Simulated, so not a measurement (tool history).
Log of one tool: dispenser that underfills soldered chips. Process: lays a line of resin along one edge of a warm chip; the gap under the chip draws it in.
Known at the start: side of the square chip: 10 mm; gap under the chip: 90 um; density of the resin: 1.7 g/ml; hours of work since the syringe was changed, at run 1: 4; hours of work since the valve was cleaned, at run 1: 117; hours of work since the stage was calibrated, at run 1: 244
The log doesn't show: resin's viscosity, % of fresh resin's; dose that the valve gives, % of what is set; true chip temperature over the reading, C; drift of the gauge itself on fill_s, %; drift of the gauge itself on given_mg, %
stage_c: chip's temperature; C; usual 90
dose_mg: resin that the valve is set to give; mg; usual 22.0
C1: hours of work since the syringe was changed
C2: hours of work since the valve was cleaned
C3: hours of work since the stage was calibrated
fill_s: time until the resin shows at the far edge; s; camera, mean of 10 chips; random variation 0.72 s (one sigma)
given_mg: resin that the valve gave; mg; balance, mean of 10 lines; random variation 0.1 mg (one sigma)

Run 1, hour 0.0: usual settings; C1 4; C2 117; C3 244. Result: fill_s 84.4 s, given_mg 19.55 mg.
Run 2, hour 4.2: usual settings but dose_mg 19.7 mg; C1 7; C2 120; C3 247. Result: fill_s 111.0 s, given_mg 17.26 mg.
At hour 6.9: new syringe of resin.
Run 3, hour 11.9: usual settings but dose_mg 19.7 mg; C1 4; C2 126; C3 252. Result: fill_s 88.7 s, given_mg 17.31 mg.
At hour 19.0: dispensing valve cleaned and set on the balance.
At hour 20.1: new syringe of resin.
Run 4, hour 21.5: usual settings; C1 1; C2 2; C3 258. Result: fill_s 67.7 s, given_mg 22.10 mg.
Run 5, hour 25.8: usual settings; C1 4; C2 5; C3 262. Result: fill_s 83.1 s, given_mg 21.97 mg.
Run 6, hour 30.9: usual settings; C1 8; C2 8; C3 265. Result: fill_s 109.8 s, given_mg 21.74 mg.
At hour 31.9: new syringe of resin.
Run 7, hour 40.2: usual settings; C1 6; C2 15; C3 272. Result: fill_s 96.1 s, given_mg 21.76 mg.
At hour 44.0: new syringe of resin.
Run 8, hour 46.3: usual settings but stage_c 93 C; C1 2; C2 19; C3 276. Result: fill_s 61.6 s, given_mg 21.56 mg.
Run 9, hour 53.3: usual settings but stage_c 93 C; C1 7; C2 24; C3 281. Result: fill_s 88.1 s, given_mg 21.75 mg.
At hour 55.9: new syringe of resin.
Run 10, hour 61.8: usual settings; C1 4; C2 30; C3 287. Result: fill_s 86.4 s, given_mg 21.38 mg.
At hour 67.5: new syringe of resin.
Run 11, hour 69.4: usual settings; C1 1; C2 35; C3 292. Result: fill_s 69.9 s, given_mg 21.30 mg.
Run 12, hour 77.6: usual settings; C1 7; C2 41; C3 298. Result: fill_s 106.6 s, given_mg 21.12 mg.
At hour 79.2: new syringe of resin.
Run 13, hour 84.4: usual settings but dose_mg 21.8 mg; C1 4; C2 46; C3 303. Result: fill_s 82.8 s, given_mg 20.65 mg.
At hour 90.8: new syringe of resin.
Run 14, hour 93.2: usual settings but dose_mg 21.8 mg; C1 2; C2 52; C3 309. Result: fill_s 71.7 s, given_mg 20.49 mg.
Run 15, hour 99.6: usual settings but dose_mg 21.8 mg; C1 6; C2 57; C3 314. Result: fill_s 97.6 s, given_mg 20.75 mg.
At hour 102.8: new syringe of resin.
Run 16, hour 105.6: usual settings but dose_mg 21.8 mg; C1 2; C2 61; C3 318. Result: fill_s 75.5 s, given_mg 20.55 mg.
Run 17, hour 110.0: usual settings but dose_mg 26.8 mg; C1 5; C2 64; C3 321. Result: fill_s 90.0 s, given_mg 25.29 mg.
At hour 114.9: new syringe of resin.
Run 18, hour 115.2: usual settings but stage_c 92 C, dose_mg 23.7 mg; C1 0; C2 68; C3 325. Result: fill_s 57.7 s, given_mg 22.22 mg.
Run 19, hour 120.5: usual settings but stage_c 84 C, dose_mg 24.3 mg; C1 4; C2 71; C3 328. Result: fill_s 111.0 s, given_mg 22.72 mg.
Run 20, hour 125.8: usual settings but dose_mg 23.2 mg; C1 8; C2 75; C3 332. Result: fill_s 112.1 s, given_mg 21.61 mg.
At hour 126.7: new syringe of resin.
Run 21, hour 132.1: usual settings but dose_mg 23.2 mg; C1 4; C2 80; C3 337. Result: fill_s 82.9 s, given_mg 21.50 mg.
At hour 138.5: new syringe of resin.
Run 22, hour 140.5: usual settings but dose_mg 28.1 mg; C1 1; C2 85; C3 342. Result: fill_s 67.1 s, given_mg 25.75 mg.
Run 23, hour 144.6: usual settings but stage_c 84 C; C1 4; C2 88; C3 345. Result: fill_s 114.9 s, given_mg 19.98 mg.
At hour 150.5: new syringe of resin.
Run 24, hour 150.6: usual settings but stage_c 88 C, dose_mg 24.4 mg; C1 0; C2 93; C3 350. Result: fill_s 67.4 s, given_mg 22.33 mg.
Run 25, hour 156.5: usual settings but stage_c 105 C, dose_mg 26.8 mg; C1 4; C2 97; C3 354. Result: fill_s 41.7 s, given_mg 24.34 mg.

Forecast each of these 5 alternatives for the next run:
At hour 162.2: new syringe of resin.
Run A, hour 162.3: usual settings but stage_c 97 C, dose_mg 27.9 mg; C1 0; C2 101; C3 358. Result: fill_s ?, given_mg ?.
At hour 162.2: new syringe of resin.
Run B, hour 162.3: usual settings but stage_c 105 C, dose_mg 24.1 mg; C1 0; C2 101; C3 358. Result: fill_s ?, given_mg ?.
At hour 162.2: new syringe of resin.
Run C, hour 162.3: usual settings but dose_mg 18.8 mg; C1 0; C2 101; C3 358. Result: fill_s ?, given_mg ?.
At hour 162.2: new syringe of resin.
Run D, hour 162.3: usual settings but stage_c 95 C, dose_mg 26.8 mg; C1 0; C2 101; C3 358. Result: fill_s ?, given_mg ?.
At hour 162.2: new syringe of resin.
Run E, hour 162.3: usual settings but stage_c 83 C, dose_mg 25.3 mg; C1 0; C2 101; C3 358. Result: fill_s ?, given_mg ?.

run  fill_s  given_mg
  A    45.0     25.17
  B    31.3     21.90
  C    67.5     17.02
  D    48.3     24.25
  E    85.6     23.08
Without the tool's hidden state the same runs would have given:
run  fill_s  given_mg
  A    46.8     27.78
  B    32.3     24.17
  C    67.9     18.79
  D    50.2     26.78
  E    88.9     25.48
